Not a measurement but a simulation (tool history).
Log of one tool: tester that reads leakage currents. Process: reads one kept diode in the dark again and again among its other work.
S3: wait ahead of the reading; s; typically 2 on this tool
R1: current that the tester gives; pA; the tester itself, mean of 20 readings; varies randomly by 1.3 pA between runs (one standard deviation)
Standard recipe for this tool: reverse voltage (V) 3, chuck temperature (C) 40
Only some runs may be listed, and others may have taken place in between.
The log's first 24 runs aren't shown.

Run 25, hour 4228.4: usual settings but reverse voltage (V) 2.42, chuck temperature (C) 53, S3 1.32 s. Result: R1 1015.93 pA.
Run 26, hour 4411.9: usual settings but reverse voltage (V) 1.54, chuck temperature (C) 26, S3 1.38 s. Result: R1 112.99 pA.
Run 27, hour 4623.9: usual settings but reverse voltage (V) 13.28, chuck temperature (C) 26, S3 1.38 s. Result: R1 250.11 pA.
Run 28, hour 4745.4: usual settings but reverse voltage (V) 7.87, chuck temperature (C) 23, S3 1.38 s. Result: R1 160.72 pA.
Run 29, hour 4919.9: usual settings but reverse voltage (V) 2.24, chuck temperature (C) 38, S3 8.74 s. Result: R1 332.6 pA.
Run 30, hour 5168.4: usual settings but reverse voltage (V) 2.24, chuck temperature (C) 38, S3 8.74 s. Result: R1 332.92 pA.
Run 31, hour 5350.2: usual settings but reverse voltage (V) 2.24, chuck temperature (C) 38, S3 8.74 s. Result: R1 331.73 pA.
Run 32, hour 5470.2: usual settings but reverse voltage (V) 8.92, chuck temperature (C) 38, S3 8.74 s. Result: R1 554.41 pA.
Run 33, hour 5605.5: usual settings but reverse voltage (V) 8.92, chuck temperature (C) 38, S3 8.74 s. Result: R1 552.16 pA.
At hour 5697.4: chuck's temperature calibrated.
Run 34, hour 5710.8: usual settings but reverse voltage (V) 11.27, chuck temperature (C) 48. Result: R1 1251.08 pA.
Run 35, hour 5823.2: usual settings but reverse voltage (V) 11.27, chuck temperature (C) 48. Result: R1 1251.92 pA.
Run 36, hour 5961: usual settings but reverse voltage (V) 11.27, chuck temperature (C) 39, S3 0.93 s. Result: R1 650.64 pA.
Run 37, hour 6203.8: usual settings but reverse voltage (V) 11.27, chuck temperature (C) 39, S3 0.93 s. Result: R1 650.32 pA.
Run 38, hour 6346.8: usual settings but chuck temperature (C) 22, S3 4.43 s. Result: R1 103.36 pA.
Run 39, hour 6449: usual settings but reverse voltage (V) 1.13, S3 6.87 s. Result: R1 301.73 pA.
At hour 6584.1: probe card cleaned and baked.
Run 40, hour 6587.5: usual settings but reverse voltage (V) 10.24, chuck temperature (C) 26, S3 1.19 s. Result: R1 228.05 pA.

Below are 3 alternative next runs, each starting from the tool's condition after run 40. Predict each:
Run A, hour 6700.6: usual settings but reverse voltage (V) 10.24, chuck temperature (C) 41, S3 1.19 s. Result: R1 ?.
Run B, hour 6700.6: usual settings but reverse voltage (V) 14.78, chuck temperature (C) 26, S3 2.52 s. Result: R1 ?.
Run C, hour 6700.6: usual settings but reverse voltage (V) 3.81, chuck temperature (C) 24, S3 0.92 s. Result: R1 ?.

run      R1
  A   729.2
  B  259.41
  C  133.72
With the hidden condition removed and each run's random variation left untouched, the same runs would have given:
run      R1
  A  729.94
  B  259.69
  C  133.87
